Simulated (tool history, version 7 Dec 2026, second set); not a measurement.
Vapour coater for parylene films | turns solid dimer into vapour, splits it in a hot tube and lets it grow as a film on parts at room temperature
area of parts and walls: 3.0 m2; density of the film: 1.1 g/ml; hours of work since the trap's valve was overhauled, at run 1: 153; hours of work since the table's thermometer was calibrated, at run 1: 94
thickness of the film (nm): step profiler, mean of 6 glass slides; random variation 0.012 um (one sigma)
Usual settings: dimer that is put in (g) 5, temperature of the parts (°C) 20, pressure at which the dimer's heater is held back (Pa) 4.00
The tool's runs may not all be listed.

| run | hour | dimer that is put in (g) | temperature of the parts (°C) | pressure at which the dimer's heater is held back (Pa) | hours of work since the trap's valve was overhauled | hours of work since the table's thermometer was calibrated | thickness of the film (nm) |
|---|---|---|---|---|---|---|---|
| 1 | 0.0 | 5 | 20 | 4.00 | 153 | 94 | 1150 |
| 2 | 15.0 | 5 | 20 | 4.00 | 160 | 100 | 1140 |
| 3 | 28.7 | 5 | 20 | 4.00 | 166 | 106 | 1120 |
| 4 | 42.4 | 5 | 16 | 4.00 | 171 | 112 | 1290 |
| 5 | 50.8 | 5 | 16 | 4.00 | 175 | 115 | 1300 |
| 6 | 70.1 | 8 | 32 | 4.00 | 183 | 124 | 1190 |
| 7 | 85.0 | 5 | 30 | 8.40 | 190 | 130 | 750 |

Run 8 comes next. What will it give?
| 8 | 105.7 | 3 | 13 | 3.66 | 199 | 139 | ? |

{"run 8": {"thickness of the film (nm)": 880}}
Without the tool's hidden state the same run would have given thickness of the film (nm) 880.
